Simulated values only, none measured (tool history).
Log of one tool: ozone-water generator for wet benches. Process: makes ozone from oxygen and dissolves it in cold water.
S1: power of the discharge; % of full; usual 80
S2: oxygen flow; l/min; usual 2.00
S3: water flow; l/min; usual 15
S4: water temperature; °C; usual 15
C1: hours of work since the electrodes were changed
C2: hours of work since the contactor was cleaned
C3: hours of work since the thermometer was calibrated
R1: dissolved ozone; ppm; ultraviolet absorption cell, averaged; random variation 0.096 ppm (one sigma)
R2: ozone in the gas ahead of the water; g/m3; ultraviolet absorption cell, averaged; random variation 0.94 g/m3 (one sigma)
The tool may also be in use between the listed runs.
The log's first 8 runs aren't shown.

{"run": 9, "hour": 1104.4, "S1": 80, "S2": 2.0, "S3": 15, "S4": 14, "C1": 1869, "C2": 1268, "C3": 1268, "R1": 8.87, "R2": 161.8}
{"run": 10, "hour": 1285.1, "S1": 80, "S2": 2.0, "S3": 15, "S4": 14, "C1": 2029, "C2": 1428, "C3": 1428, "R1": 8.98, "R2": 161.0}
{"run": 11, "hour": 1478.0, "S1": 80, "S2": 2.0, "S3": 15, "S4": 15, "C1": 2200, "C2": 1600, "C3": 1600, "R1": 9.07, "R2": 160.1}
{"run": 12, "hour": 1665.2, "S1": 80, "S2": 2.0, "S3": 15, "S4": 15, "C1": 2366, "C2": 1765, "C3": 1765, "R1": 8.96, "R2": 163.1}
{"run": 13, "hour": 1822.6, "S1": 80, "S2": 2.0, "S3": 15, "S4": 15, "C1": 2505, "C2": 1905, "C3": 1905, "R1": 8.87, "R2": 162.9}
{"run": 14, "hour": 1960.4, "S1": 70, "S2": 2.0, "S3": 15, "S4": 15, "C1": 2627, "C2": 2027, "C3": 2027, "R1": 8.12, "R2": 149.2}
{"run": 15, "hour": 2093.2, "S1": 80, "S2": 2.0, "S3": 15, "S4": 15, "C1": 2745, "C2": 2145, "C3": 2145, "R1": 8.93, "R2": 163.5}
{"run": 16, "hour": 2192.3, "S1": 80, "S2": 2.0, "S3": 15, "S4": 15, "C1": 2833, "C2": 2233, "C3": 2233, "R1": 8.88, "R2": 163.1}
{"run": 17, "hour": 2398.8, "S1": 44, "S2": 1.81, "S3": 22, "S4": 7, "C1": 3016, "C2": 2416, "C3": 2416, "R1": 4.29, "R2": 124.8}
{"run": 18, "hour": 2575.4, "S1": 44, "S2": 1.81, "S3": 11, "S4": 7, "C1": 3173, "C2": 2572, "C3": 2572, "R1": 8.97, "R2": 123.2}
{"run": 19, "hour": 2716.3, "S1": 52, "S2": 1.81, "S3": 11, "S4": 7, "C1": 3298, "C2": 2697, "C3": 2697, "R1": 9.9, "R2": 136.3}
{"run": 20, "hour": 2877.2, "S1": 52, "S2": 1.81, "S3": 11, "S4": 7, "C1": 3440, "C2": 2840, "C3": 2840, "R1": 9.93, "R2": 136.8}
{"hour": 2929.7, "done": "contactor cleaned"}
{"run": 21, "hour": 3020.5, "S1": 44, "S2": 1.95, "S3": 20, "S4": 15, "C1": 3564, "C2": 81, "C3": 2963, "R1": 4.77, "R2": 118.4}
{"run": 22, "hour": 3224.0, "S1": 80, "S2": 2.0, "S3": 23, "S4": 14, "C1": 3744, "C2": 261, "C3": 3144, "R1": 5.78, "R2": 165.4}
{"run": 23, "hour": 3426.4, "S1": 80, "S2": 2.0, "S3": 23, "S4": 14, "C1": 3923, "C2": 440, "C3": 3323, "R1": 5.7, "R2": 165.3}
{"hour": 3528.8, "done": "gauge calibrated"}
{"run": 24, "hour": 3614.1, "S1": 80, "S2": 2.0, "S3": 11, "S4": 17, "C1": 4090, "C2": 607, "C3": 3490, "R1": 11.41, "R2": 160.3}
{"run": 25, "hour": 3788.5, "S1": 52, "S2": 1.32, "S3": 20, "S4": 7, "C1": 4244, "C2": 761, "C3": 3644, "R1": 4.99, "R2": 164.1}
{"run": 26, "hour": 3889.4, "S1": 80, "S2": 2.0, "S3": 23, "S4": 15, "C1": 4334, "C2": 851, "C3": 3734, "R1": 5.69, "R2": 160.5}
{"run": 27, "hour": 4065.5, "S1": 93, "S2": 2.0, "S3": 9, "S4": 9, "C1": 4490, "C2": 1007, "C3": 3890, "R1": 16.18, "R2": 174.8}
{"run": 28, "hour": 4171.2, "S1": 58, "S2": 1.48, "S3": 13, "S4": 13, "C1": 4584, "C2": 1101, "C3": 3983, "R1": 8.39, "R2": 162.1}
{"run": 29, "hour": 4379.1, "S1": 77, "S2": 2.0, "S3": 9, "S4": 15, "C1": 4768, "C2": 1285, "C3": 4168, "R1": 13.62, "R2": 155.9}
{"run": 30, "hour": 4529.1, "S1": 77, "S2": 2.45, "S3": 9, "S4": 15, "C1": 4901, "C2": 1418, "C3": 4301, "R1": 13.49, "R2": 138.7}
{"hour": 4667.1, "done": "water thermometer calibrated"}
{"run": 31, "hour": 4667.1, "S1": 80, "S2": 1.29, "S3": 15, "S4": 15, "C1": 5023, "C2": 1540, "C3": 0, "R1": 8.31, "R2": 213.4}
{"run": 32, "hour": 4751.3, "S1": 80, "S2": 1.93, "S3": 11, "S4": 15, "C1": 5098, "C2": 1614, "C3": 75, "R1": 11.71, "R2": 166.7}

5 ways to go on from here, each from the tool as it stands after run 32. What would each give?
{"run": "A", "hour": 4886.5, "S1": 80, "S2": 2.5, "S3": 11, "S4": 15, "C1": 5217, "C2": 1734, "C3": 195, "R1": "?", "R2": "?"}
{"run": "B", "hour": 4886.5, "S1": 51, "S2": 2.0, "S3": 14, "S4": 15, "C1": 5217, "C2": 1734, "C3": 195, "R1": "?", "R2": "?"}
{"run": "C", "hour": 4886.5, "S1": 80, "S2": 1.93, "S3": 11, "S4": 19, "C1": 5217, "C2": 1734, "C3": 195, "R1": "?", "R2": "?"}
{"run": "D", "hour": 4886.5, "S1": 80, "S2": 1.89, "S3": 11, "S4": 15, "C1": 5217, "C2": 1734, "C3": 195, "R1": "?", "R2": "?"}
{"run": "E", "hour": 4886.5, "S1": 56, "S2": 2.0, "S3": 18, "S4": 15, "C1": 5217, "C2": 1734, "C3": 195, "R1": "?", "R2": "?"}

run=A R1=11.77 R2=142.8
run=B R1=7.36 R2=126.1
run=C R1=11.07 R2=163.8
run=D R1=11.63 R2=165.0
run=E R1=6.01 R2=131.0
Without the tool's hidden state the same runs would have given:
run=A R1=11.79 R2=141.4
run=B R1=7.37 R2=124.8
run=C R1=11.09 R2=162.2
run=D R1=11.65 R2=163.3
run=E R1=6.01 R2=129.6
